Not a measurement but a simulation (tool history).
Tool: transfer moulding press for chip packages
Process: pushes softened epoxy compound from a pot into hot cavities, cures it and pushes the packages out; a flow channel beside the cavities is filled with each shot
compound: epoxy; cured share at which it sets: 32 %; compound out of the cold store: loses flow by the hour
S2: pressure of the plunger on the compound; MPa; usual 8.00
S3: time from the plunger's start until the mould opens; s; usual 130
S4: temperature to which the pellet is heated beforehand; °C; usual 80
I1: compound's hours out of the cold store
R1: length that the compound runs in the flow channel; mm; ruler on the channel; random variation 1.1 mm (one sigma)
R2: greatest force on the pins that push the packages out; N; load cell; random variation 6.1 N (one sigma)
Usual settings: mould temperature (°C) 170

Run 1, hour 0.0: usual settings; I1 24.8. Result: R1 494 mm, R2 360 N.
Run 2, hour 31.7: usual settings but S2 9.02 MPa; I1 26.1. Result: R1 520 mm, R2 441 N.
Run 3, hour 62.0: usual settings; I1 29.1. Result: R1 487 mm, R2 461 N.
At hour 86.5: cavities cleaned with cleaning compound and waxed.
Run 4, hour 91.0: usual settings; I1 17.0. Result: R1 497 mm, R2 263 N.
Run 5, hour 122.7: usual settings; I1 29.4. Result: R1 483 mm, R2 392 N.
Run 6, hour 146.6: usual settings; I1 16.5. Result: R1 497 mm, R2 445 N.
Run 7, hour 168.0: usual settings; I1 42.2. Result: R1 465 mm, R2 454 N.
At hour 191.3: cavities cleaned with cleaning compound and waxed.
Run 8, hour 193.6: usual settings but S2 6.61 MPa; I1 45.4. Result: R1 418 mm, R2 240 N.
Run 9, hour 212.5: usual settings but S2 6.61 MPa, S4 77 °C; I1 19.8. Result: R1 446 mm, R2 349 N.
At hour 234.1: plunger's sealing rings changed.
Run 10, hour 247.9: usual settings but S4 76 °C; I1 27.5. Result: R1 497 mm, R2 430 N.
Run 11, hour 270.8: usual settings but S4 76 °C; I1 8.6. Result: R1 524 mm, R2 471 N.
Run 12, hour 291.2: usual settings but S4 76 °C; I1 40.8. Result: R1 479 mm, R2 467 N.
At hour 298.7: cavities cleaned with cleaning compound and waxed.
Run 13, hour 317.8: usual settings but S4 76 °C; I1 40.1. Result: R1 480 mm, R2 339 N.
Run 14, hour 341.7: usual settings but S2 6.99 MPa; I1 47.7. Result: R1 438 mm, R2 402 N.
Run 15, hour 371.3: usual settings but S2 6.99 MPa; I1 36.4. Result: R1 449 mm, R2 452 N.
Run 16, hour 387.8: usual settings but mould temperature (°C) 168, S2 6.99 MPa; I1 9.6. Result: R1 485 mm, R2 552 N.
At hour 403.3: cavities cleaned with cleaning compound and waxed.
Run 17, hour 406.8: usual settings but mould temperature (°C) 175; I1 15.2. Result: R1 495 mm, R2 210 N.
Run 18, hour 434.8: usual settings but S2 9.35 MPa, S4 78 °C; I1 8.5. Result: R1 557 mm, R2 377 N.
Run 19, hour 458.2: usual settings but mould temperature (°C) 172, S2 8.57 MPa, S3 116 s, S4 87 °C; I1 9.7. Result: R1 526 mm, R2 463 N.
Run 20, hour 489.4: usual settings but mould temperature (°C) 172, S2 8.57 MPa, S3 116 s, S4 87 °C; I1 46.4. Result: R1 475 mm, R2 473 N.
At hour 508.1: cavities cleaned with cleaning compound and waxed.
Run 21, hour 520.7: usual settings but mould temperature (°C) 172, S2 8.57 MPa, S3 116 s; I1 12.9. Result: R1 518 mm, R2 338 N.
Run 22, hour 544.2: usual settings but mould temperature (°C) 162, S2 8.57 MPa, S3 116 s, S4 90 °C; I1 22.6. Result: R1 526 mm, R2 847 N.
Run 23, hour 573.6: usual settings but mould temperature (°C) 165, S2 8.49 MPa, S3 111 s, S4 78 °C; I1 36.9. Result: R1 496 mm, R2 864 N.
At hour 601.2: mould's thermocouples calibrated.
Run 24, hour 604.9: usual settings but S2 6.77 MPa, S4 88 °C; I1 12.3. Result: R1 463 mm, R2 501 N.
At hour 615.8: cavities cleaned with cleaning compound and waxed.
Run 25, hour 640.5: usual settings but S2 6.77 MPa, S4 88 °C; I1 22.4. Result: R1 448 mm, R2 366 N.

The next listed run, before its measurement:
At hour 674.1: plunger's sealing rings changed.
Run 26, hour 676.6: usual settings but S2 9.76 MPa, S3 112 s; I1 26.5. Result: R1 ?, R2 ?.

Run 26 gave R1 551 mm, R2 621 N.
Without the tool's hidden state the same run would have given R1 554 mm, R2 323 N.
